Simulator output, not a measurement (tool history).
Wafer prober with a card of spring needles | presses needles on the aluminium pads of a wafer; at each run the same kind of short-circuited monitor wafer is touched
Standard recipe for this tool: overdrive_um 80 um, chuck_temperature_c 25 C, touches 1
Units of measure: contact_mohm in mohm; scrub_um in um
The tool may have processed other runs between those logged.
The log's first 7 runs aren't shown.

{"day": 4.883, "done": "tips cleaned on abrasive film"}
{"run": 8, "day": 5.262, "overdrive_um": 80, "chuck_temperature_c": 25, "touches": 2, "contact_mohm": 256, "scrub_um": 15.74}
{"run": 9, "day": 5.7, "overdrive_um": 80, "chuck_temperature_c": 25, "touches": 2, "contact_mohm": 261, "scrub_um": 15.7}
{"run": 10, "day": 6.292, "overdrive_um": 80, "chuck_temperature_c": 25, "touches": 2, "contact_mohm": 275, "scrub_um": 15.57}
{"day": 6.762, "done": "tips cleaned on abrasive film"}
{"run": 11, "day": 7.308, "overdrive_um": 80, "chuck_temperature_c": 25, "touches": 2, "contact_mohm": 261, "scrub_um": 15.67}
{"run": 12, "day": 8.254, "overdrive_um": 80, "chuck_temperature_c": 25, "touches": 2, "contact_mohm": 280, "scrub_um": 15.66}
{"day": 8.646, "done": "tips cleaned on abrasive film"}
{"run": 13, "day": 8.992, "overdrive_um": 80, "chuck_temperature_c": 25, "touches": 1, "contact_mohm": 262, "scrub_um": 15.66}
{"run": 14, "day": 9.788, "overdrive_um": 80, "chuck_temperature_c": 25, "touches": 1, "contact_mohm": 293, "scrub_um": 15.64}
{"day": 10.492, "done": "tips cleaned on abrasive film"}
{"run": 15, "day": 10.492, "overdrive_um": 80, "chuck_temperature_c": 25, "touches": 1, "contact_mohm": 247, "scrub_um": 15.63}
{"run": 16, "day": 11.475, "overdrive_um": 80, "chuck_temperature_c": 49, "touches": 1, "contact_mohm": 293, "scrub_um": 15.6}
{"run": 17, "day": 12.175, "overdrive_um": 68, "chuck_temperature_c": 31, "touches": 3, "contact_mohm": 271, "scrub_um": 13.29}
{"day": 12.342, "done": "tips cleaned on abrasive film"}
{"run": 18, "day": 13.079, "overdrive_um": 80, "chuck_temperature_c": 31, "touches": 3, "contact_mohm": 259, "scrub_um": 15.61}
{"run": 19, "day": 14.033, "overdrive_um": 80, "chuck_temperature_c": 31, "touches": 3, "contact_mohm": 266, "scrub_um": 15.69}
{"day": 14.229, "done": "tips cleaned on abrasive film"}
{"run": 20, "day": 14.817, "overdrive_um": 72, "chuck_temperature_c": 59, "touches": 2, "contact_mohm": 274, "scrub_um": 13.99}
{"run": 21, "day": 15.5, "overdrive_um": 69, "chuck_temperature_c": 52, "touches": 3, "contact_mohm": 270, "scrub_um": 13.45}
{"day": 16.058, "done": "tips cleaned on abrasive film"}
{"run": 22, "day": 16.475, "overdrive_um": 76, "chuck_temperature_c": 26, "touches": 1, "contact_mohm": 268, "scrub_um": 14.86}
{"run": 23, "day": 17.242, "overdrive_um": 76, "chuck_temperature_c": 26, "touches": 1, "contact_mohm": 296, "scrub_um": 14.83}
{"run": 24, "day": 17.692, "overdrive_um": 76, "chuck_temperature_c": 26, "touches": 1, "contact_mohm": 303, "scrub_um": 14.75}
{"day": 17.904, "done": "tips cleaned on abrasive film"}
{"run": 25, "day": 18.442, "overdrive_um": 98, "chuck_temperature_c": 78, "touches": 2, "contact_mohm": 273, "scrub_um": 19.21}
{"run": 26, "day": 19.267, "overdrive_um": 80, "chuck_temperature_c": 70, "touches": 1, "contact_mohm": 305, "scrub_um": 15.66}
{"day": 19.779, "done": "tips cleaned on abrasive film"}
{"run": 27, "day": 20.008, "overdrive_um": 70, "chuck_temperature_c": 25, "touches": 1, "contact_mohm": 258, "scrub_um": 13.55}
{"run": 28, "day": 20.696, "overdrive_um": 70, "chuck_temperature_c": 25, "touches": 1, "contact_mohm": 288, "scrub_um": 13.59}
{"day": 21.629, "done": "tips cleaned on abrasive film"}
{"run": 29, "day": 21.629, "overdrive_um": 70, "chuck_temperature_c": 25, "touches": 1, "contact_mohm": 245, "scrub_um": 13.57}
{"run": 30, "day": 22.338, "overdrive_um": 83, "chuck_temperature_c": 36, "touches": 1, "contact_mohm": 281, "scrub_um": 16.13}
{"run": 31, "day": 23.4, "overdrive_um": 83, "chuck_temperature_c": 36, "touches": 1, "contact_mohm": 303, "scrub_um": 16.17}
{"day": 23.479, "done": "tips cleaned on abrasive film"}
{"run": 32, "day": 24.388, "overdrive_um": 79, "chuck_temperature_c": 26, "touches": 1, "contact_mohm": 291, "scrub_um": 15.31}

Branching from run 32: 3 alternative next runs. What would each branch give?
{"run": "A", "day": 25.146, "overdrive_um": 86, "chuck_temperature_c": 26, "touches": 2, "contact_mohm": "?", "scrub_um": "?"}
{"run": "B", "day": 25.146, "overdrive_um": 79, "chuck_temperature_c": 38, "touches": 1, "contact_mohm": "?", "scrub_um": "?"}
{"run": "C", "day": 25.146, "overdrive_um": 62, "chuck_temperature_c": 26, "touches": 1, "contact_mohm": "?", "scrub_um": "?"}

run=A contact_mohm=281 scrub_um=16.76
run=B contact_mohm=303 scrub_um=15.28
run=C contact_mohm=320 scrub_um=12.00
Without the tool's hidden state the same runs would have given:
run=A contact_mohm=245 scrub_um=17.11
run=B contact_mohm=243 scrub_um=15.62
run=C contact_mohm=248 scrub_um=12.34
